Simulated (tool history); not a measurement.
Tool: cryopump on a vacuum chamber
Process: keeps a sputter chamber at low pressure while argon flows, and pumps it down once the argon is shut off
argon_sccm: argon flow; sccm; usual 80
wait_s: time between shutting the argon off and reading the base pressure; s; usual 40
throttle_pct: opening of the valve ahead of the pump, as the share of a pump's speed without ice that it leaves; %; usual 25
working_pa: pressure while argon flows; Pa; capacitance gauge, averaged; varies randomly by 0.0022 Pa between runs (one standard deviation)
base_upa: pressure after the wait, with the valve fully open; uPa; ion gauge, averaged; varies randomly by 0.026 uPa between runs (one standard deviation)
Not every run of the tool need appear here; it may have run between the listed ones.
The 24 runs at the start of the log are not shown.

run   hour  argon_sccm  wait_s  throttle_pct  hours of work since the pump was warmed up and emptied  hours of work since the cold head was overhauled  hours of work since the chamber's fittings were tightened  working_pa  base_upa
 25  298.1         158      71            15                                                     549                                               549                                                        730      1.8113      1.38
 26  311.8          44     255            16                                                     559                                               559                                                        740      0.4739      1.06
 27  324.5          93     205            16                                                     569                                               569                                                        750      0.9993      1.15
 28  341.2          93     205            16                                                     582                                               582                                                        763      1.0004      1.18
 29  353.5          92     205            16                                                     592                                               592                                                        773      0.9951      1.16
 30  365.1         127     205            51                                                     600                                               600                                                        782        0.47      1.16
 31  375.6         127     205            51                                                     609                                               609                                                        790      0.4749       1.2
 32  391.3         127     205            51                                                     621                                               621                                                        802      0.4728       1.2
 33  401.8          42     258            36                                                     629                                               629                                                        810      0.2118      1.19

Estimate the outcome of run 34 from the log above:
 34  409.5          42     258            36                                                     635                                               635                                                        816           ?         ?

working_pa: 0.2136 Pa
base_upa: 1.18 uPa
Take away the tool's hidden state, keep the run-to-run variation as it was, and the same run would have given working_pa 0.1924 Pa, base_upa 0.4 uPa.
